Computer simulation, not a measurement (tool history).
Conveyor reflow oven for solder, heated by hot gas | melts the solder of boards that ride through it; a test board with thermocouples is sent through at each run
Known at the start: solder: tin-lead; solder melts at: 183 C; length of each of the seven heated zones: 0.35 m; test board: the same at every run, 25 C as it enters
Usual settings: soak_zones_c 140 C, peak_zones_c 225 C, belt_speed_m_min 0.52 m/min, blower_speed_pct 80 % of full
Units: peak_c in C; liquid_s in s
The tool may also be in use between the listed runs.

run 1 day=0 | soak_zones_c=140 peak_zones_c=225 belt_speed_m_min=0.52 blower_speed_pct=80 | peak_c=211.7 liquid_s=57.4
run 2 day=0.517 | soak_zones_c=140 peak_zones_c=225 belt_speed_m_min=0.52 blower_speed_pct=80 | peak_c=211.7 liquid_s=56.5
run 3 day=0.892 | soak_zones_c=140 peak_zones_c=225 belt_speed_m_min=0.52 blower_speed_pct=80 | peak_c=211.4 liquid_s=57
-- day=1.146 flux residue cleaned out of gas plates and filters
run 4 day=1.404 | soak_zones_c=140 peak_zones_c=229 belt_speed_m_min=0.52 blower_speed_pct=80 | peak_c=215.1 liquid_s=59.9
run 5 day=1.742 | soak_zones_c=140 peak_zones_c=229 belt_speed_m_min=0.52 blower_speed_pct=80 | peak_c=215 liquid_s=60.4
run 6 day=1.996 | soak_zones_c=140 peak_zones_c=229 belt_speed_m_min=0.52 blower_speed_pct=80 | peak_c=214.6 liquid_s=59.6
run 7 day=2.275 | soak_zones_c=140 peak_zones_c=225 belt_speed_m_min=0.52 blower_speed_pct=80 | peak_c=211.6 liquid_s=57
run 8 day=2.821 | soak_zones_c=140 peak_zones_c=225 belt_speed_m_min=0.52 blower_speed_pct=54 | peak_c=203.3 liquid_s=44.7
run 9 day=3.212 | soak_zones_c=140 peak_zones_c=225 belt_speed_m_min=0.52 blower_speed_pct=54 | peak_c=203.5 liquid_s=44.5
run 10 day=3.596 | soak_zones_c=140 peak_zones_c=225 belt_speed_m_min=0.52 blower_speed_pct=60 | peak_c=205.7 liquid_s=48.4
run 11 day=4.004 | soak_zones_c=140 peak_zones_c=225 belt_speed_m_min=0.52 blower_speed_pct=60 | peak_c=205.6 liquid_s=48.2
run 12 day=4.258 | soak_zones_c=140 peak_zones_c=225 belt_speed_m_min=0.52 blower_speed_pct=60 | peak_c=205.1 liquid_s=48
run 13 day=4.654 | soak_zones_c=135 peak_zones_c=225 belt_speed_m_min=0.52 blower_speed_pct=60 | peak_c=204.4 liquid_s=45.4
run 14 day=5.158 | soak_zones_c=135 peak_zones_c=225 belt_speed_m_min=0.52 blower_speed_pct=60 | peak_c=204.5 liquid_s=45.3
run 15 day=5.392 | soak_zones_c=135 peak_zones_c=225 belt_speed_m_min=0.52 blower_speed_pct=60 | peak_c=204.3 liquid_s=45
run 16 day=5.717 | soak_zones_c=150 peak_zones_c=225 belt_speed_m_min=0.52 blower_speed_pct=60 | peak_c=207.9 liquid_s=55.6
run 17 day=6.262 | soak_zones_c=150 peak_zones_c=225 belt_speed_m_min=0.52 blower_speed_pct=60 | peak_c=207 liquid_s=55.9
run 18 day=6.838 | soak_zones_c=138 peak_zones_c=225 belt_speed_m_min=0.52 blower_speed_pct=62 | peak_c=206 liquid_s=48.3
run 19 day=7.275 | soak_zones_c=138 peak_zones_c=225 belt_speed_m_min=0.52 blower_speed_pct=62 | peak_c=206.5 liquid_s=48.3
run 20 day=7.608 | soak_zones_c=138 peak_zones_c=225 belt_speed_m_min=0.52 blower_speed_pct=62 | peak_c=205.9 liquid_s=48
run 21 day=8.15 | soak_zones_c=140 peak_zones_c=225 belt_speed_m_min=0.533 blower_speed_pct=64 | peak_c=206.4 liquid_s=48.3

Forecast run 22:
run 22 day=8.692 | soak_zones_c=140 peak_zones_c=214 belt_speed_m_min=0.52 blower_speed_pct=80 | peak_c=? liquid_s=?

{"run 22": {"peak_c": 202, "liquid_s": 46.8}}
Without the tool's hidden state the same run would have given peak_c 202 C, liquid_s 46.8 s.
